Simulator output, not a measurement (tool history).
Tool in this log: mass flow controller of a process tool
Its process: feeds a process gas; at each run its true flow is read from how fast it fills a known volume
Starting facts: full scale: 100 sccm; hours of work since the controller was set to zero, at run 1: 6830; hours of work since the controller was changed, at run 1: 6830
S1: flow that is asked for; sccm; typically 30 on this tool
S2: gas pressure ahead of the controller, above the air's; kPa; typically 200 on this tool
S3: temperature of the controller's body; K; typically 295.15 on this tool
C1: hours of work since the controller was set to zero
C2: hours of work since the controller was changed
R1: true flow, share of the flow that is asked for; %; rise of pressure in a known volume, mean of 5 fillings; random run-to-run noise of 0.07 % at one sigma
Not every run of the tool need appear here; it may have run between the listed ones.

run    hour  S1   S2      S3    C1     C2     R1
  1     0.0  30  200  295.15  6830   6830  98.47
       29.6  -- controller's zero set anew
  2   353.3  30  200  298.15   201   7048  98.19
  3   518.0  30  200  298.15   303   7151  98.25
  4   912.4  34  200  295.15   548   7395  98.57
  5  1297.1  34  234  295.15   786   7634  98.62
  6  1515.8  30  200  295.15   922   7770  98.50
  7  1785.5  84  200  295.15  1089   7937  99.78
  8  2095.8  84  200  295.15  1282   8129  99.75
  9  2440.8  84  200  295.15  1496   8343  99.86
 10  2763.3  84  200  295.15  1696   8543  99.85
 11  3071.6  84  200  295.15  1887   8735  99.78
 12  3264.9  84  200  295.15  2007   8855  99.91
 13  3597.5  38  200  300.15  2213   9061  98.19
 14  3851.3  14  205  298.15  2371   9218  97.89
 15  4207.8  14  205  298.15  2592   9440  97.91
 16  4382.2  58  199  294.15  2700   9548  99.17
 17  4729.5  10  199  300.15  2916   9763  97.48
 18  4905.9  80  275  302.15  3025   9873  99.48
 19  5274.7  80  275  302.15  3254  10101  99.56
 20  5579.7  80  196  302.15  3443  10291  98.99
 21  5825.3  16  191  297.15  3595  10443  97.92

Describe how what the log doesn't record of the tool's condition differs between the last listed run preceding each entry between runs and the first listed run following it.
Between runs 1 and 2: controller's zero set anew (hour 29.6)
  flow at rest that the sensor doesn't see, % of full scale: -0.002 -> 0

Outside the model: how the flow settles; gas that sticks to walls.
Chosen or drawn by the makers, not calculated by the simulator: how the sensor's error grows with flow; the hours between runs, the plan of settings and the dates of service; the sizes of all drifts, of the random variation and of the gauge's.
